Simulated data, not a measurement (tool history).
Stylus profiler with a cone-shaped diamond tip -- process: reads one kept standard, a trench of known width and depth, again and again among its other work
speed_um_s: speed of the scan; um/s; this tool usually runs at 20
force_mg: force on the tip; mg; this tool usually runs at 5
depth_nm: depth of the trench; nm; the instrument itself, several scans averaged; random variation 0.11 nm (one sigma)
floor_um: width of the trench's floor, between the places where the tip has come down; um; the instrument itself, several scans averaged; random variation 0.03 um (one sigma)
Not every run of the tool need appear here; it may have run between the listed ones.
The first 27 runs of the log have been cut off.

run,hour,speed_um_s,force_mg,depth_nm,floor_um
28,1314.9,54,2.45,203.31,16.75
29,1368.2,72,9.63,208.11,16.81
30,1411,72,9.63,208.22,16.71
31,1478.9,39,5,205.24,16.74
32,1523.9,39,5,205.3,16.71
33,1591,51,2.63,203.8,16.53
34,1625.8,51,2.63,203.66,16.51
35,1686.3,73,2.57,203.77,16.36
36,1714.5,73,2.57,204.02,16.29
37,1757,73,2.57,203.79,16.35
38,1801.2,73,2.57,203.85,16.3

3 ways to go on from here, each from the tool as it stands after run 38. What would each give?
A,1867.7,16,14.75,?,?
B,1867.7,73,5.29,?,?
C,1867.7,20,6.3,?,?

run,depth_nm,floor_um
A,211.21,16.52
B,206.11,16.38
C,206.59,16.51
With the hidden condition removed and each run's random variation left untouched, the same runs would have given:
run,depth_nm,floor_um
A,210.54,17.15
B,205.46,17.01
C,205.94,17.14

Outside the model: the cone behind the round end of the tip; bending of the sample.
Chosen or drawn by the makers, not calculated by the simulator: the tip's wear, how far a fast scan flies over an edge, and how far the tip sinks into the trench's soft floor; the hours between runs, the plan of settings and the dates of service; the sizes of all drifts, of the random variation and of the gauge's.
